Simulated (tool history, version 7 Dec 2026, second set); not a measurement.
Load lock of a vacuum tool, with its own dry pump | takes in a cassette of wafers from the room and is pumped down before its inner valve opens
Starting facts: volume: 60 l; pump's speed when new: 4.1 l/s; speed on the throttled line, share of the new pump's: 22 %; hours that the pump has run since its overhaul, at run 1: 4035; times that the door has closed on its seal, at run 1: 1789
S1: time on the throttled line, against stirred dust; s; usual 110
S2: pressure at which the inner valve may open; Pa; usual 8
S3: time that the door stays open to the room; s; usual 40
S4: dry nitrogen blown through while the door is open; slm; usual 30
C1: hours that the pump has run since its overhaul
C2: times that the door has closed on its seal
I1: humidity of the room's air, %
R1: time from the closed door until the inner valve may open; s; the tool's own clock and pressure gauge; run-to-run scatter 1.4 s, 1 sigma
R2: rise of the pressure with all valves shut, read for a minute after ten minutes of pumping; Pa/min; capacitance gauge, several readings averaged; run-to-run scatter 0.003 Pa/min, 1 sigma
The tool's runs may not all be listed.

Run 1, hour 0.0: usual settings; C1 4035; C2 1789; I1 44.9. Result: R1 229.4 s, R2 0.019 Pa/min.
Run 2, hour 268.9: usual settings; C1 4304; C2 2557; I1 43.8. Result: R1 226.9 s, R2 0.023 Pa/min.
Run 3, hour 408.4: usual settings; C1 4444; C2 2955; I1 45.5. Result: R1 230.3 s, R2 0.021 Pa/min.
Run 4, hour 615.6: usual settings but S4 23 slm; C1 4651; C2 3547; I1 46.1. Result: R1 229.6 s, R2 0.026 Pa/min.
Run 5, hour 824.9: usual settings but S3 84 s; C1 4860; C2 4145; I1 45.7. Result: R1 230.7 s, R2 0.025 Pa/min.
Run 6, hour 1012.0: usual settings but S2 15 Pa; C1 5047; C2 4679; I1 46.5. Result: R1 219.9 s, R2 0.033 Pa/min.
Run 7, hour 1277.0: usual settings but S4 24 slm; C1 5312; C2 5436; I1 47.5. Result: R1 230.3 s, R2 0.028 Pa/min.
Run 8, hour 1520.7: usual settings but S4 24 slm; C1 5556; C2 6132; I1 44.6. Result: R1 230.8 s, R2 0.029 Pa/min.
Run 9, hour 1737.6: usual settings but S3 35 s; C1 5773; C2 6752; I1 43.3. Result: R1 228.8 s, R2 0.027 Pa/min.
Run 10, hour 2017.7: usual settings; C1 6053; C2 7552; I1 47.1. Result: R1 232.4 s, R2 0.032 Pa/min.
Run 11, hour 2152.6: usual settings; C1 6188; C2 7937; I1 44.0. Result: R1 231.8 s, R2 0.036 Pa/min.
Run 12, hour 2315.0: usual settings but S2 13 Pa; C1 6350; C2 8401; I1 45.2. Result: R1 224.0 s, R2 0.035 Pa/min.
Run 13, hour 2448.6: usual settings but S2 13 Pa; C1 6484; C2 8783; I1 46.4. Result: R1 223.1 s, R2 0.038 Pa/min.
Run 14, hour 2665.2: usual settings but S2 13 Pa; C1 6701; C2 9401; I1 44.5. Result: R1 226.4 s, R2 0.040 Pa/min.
Run 15, hour 2811.1: usual settings; C1 6847; C2 9818; I1 43.9. Result: R1 233.6 s, R2 0.040 Pa/min.
Run 16, hour 3029.2: usual settings; C1 7065; C2 10441; I1 44.3. Result: R1 230.2 s, R2 0.035 Pa/min.
Run 17, hour 3279.9: usual settings but S1 188 s, S3 45 s; C1 7315; C2 11157; I1 45.2. Result: R1 290.8 s, R2 0.045 Pa/min.
Run 18, hour 3517.2: usual settings but S1 64 s, S2 7 Pa, S3 118 s, S4 32 slm; C1 7553; C2 11835; I1 43.6. Result: R1 197.8 s, R2 0.045 Pa/min.
Run 19, hour 3752.7: usual settings but S1 86 s, S3 148 s; C1 7788; C2 12507; I1 43.4. Result: R1 215.3 s, R2 0.049 Pa/min.
Run 20, hour 4074.3: usual settings but S1 86 s, S3 148 s; C1 8110; C2 13426; I1 40.7. Result: R1 215.4 s, R2 0.052 Pa/min.
Run 21, hour 4370.4: usual settings but S1 77 s, S3 84 s, S4 6 slm; C1 8406; C2 14272; I1 47.3. Result: R1 211.6 s, R2 0.081 Pa/min.
Run 22, hour 4653.6: usual settings but S1 77 s, S3 106 s, S4 18 slm; C1 8689; C2 15081; I1 45.3. Result: R1 211.0 s, R2 0.060 Pa/min.
Run 23, hour 4896.0: usual settings but S1 63 s, S3 106 s, S4 18 slm; C1 8931; C2 15773; I1 46.9. Result: R1 199.6 s, R2 0.069 Pa/min.
Run 24, hour 5029.5: usual settings but S3 27 s; C1 9065; C2 16154; I1 42.8. Result: R1 235.8 s, R2 0.050 Pa/min.
Run 25, hour 5311.3: usual settings but S2 6 Pa, S3 104 s, S4 14 slm; C1 9347; C2 16959; I1 46.1. Result: R1 240.2 s, R2 0.071 Pa/min.
Run 26, hour 5502.2: usual settings but S1 166 s, S3 101 s; C1 9538; C2 17504; I1 46.1. Result: R1 279.3 s, R2 0.062 Pa/min.
Run 27, hour 5659.8: usual settings but S1 58 s, S3 101 s, S4 12 slm; C1 9695; C2 17954; I1 44.1. Result: R1 197.8 s, R2 0.078 Pa/min.
Run 28, hour 5920.8: usual settings but S3 28 s, S4 20 slm; C1 9956; C2 18700; I1 44.3. Result: R1 236.7 s, R2 0.065 Pa/min.
Run 29, hour 6135.8: usual settings but S3 50 s; C1 10171; C2 19314; I1 45.5. Result: R1 236.8 s, R2 0.062 Pa/min.
Run 30, hour 6299.8: usual settings but S3 98 s, S4 32 slm; C1 10335; C2 19782; I1 43.3. Result: R1 237.2 s, R2 0.068 Pa/min.
Run 31, hour 6616.6: usual settings but S3 98 s, S4 9 slm; C1 10652; C2 20687; I1 44.5. Result: R1 238.1 s, R2 0.091 Pa/min.

Difference, measured minus no-hidden-state, one row per run. Run-to-run variation is common to both terms; the gauge's own scatter need not be:
The tool's hidden condition here consists of: pump's speed, % of a new pump's; leak at the door's seal, Pa l/s; drift of the gauge itself on ready_s, %; drift of the gauge itself on rise_pa_min, %.
run     R1      R2
  1   +2.8  +0.003
  2   +3.2  +0.005
  3   +3.3  +0.006
  4   +3.6  +0.007
  5   +3.8  +0.008
  6   +3.7  +0.009
  7   +4.4  +0.010
  8   +4.7  +0.012
  9   +4.9  +0.014
 10   +5.3  +0.015
 11   +5.5  +0.016
 12   +5.3  +0.017
 13   +5.4  +0.018
 14   +5.8  +0.020
 15   +6.3  +0.021
 16   +6.5  +0.021
 17   +5.8  +0.023
 18   +7.8  +0.025
 19   +7.8  +0.027
 20   +8.2  +0.030
 21   +8.8  +0.033
 22   +9.2  +0.034
 23  +10.0  +0.036
 24   +9.4  +0.038
 25  +10.1  +0.041
 26   +8.8  +0.042
 27  +11.0  +0.044
 28  +10.6  +0.046
 29  +10.9  +0.048
 30  +11.2  +0.050
 31  +11.7  +0.052
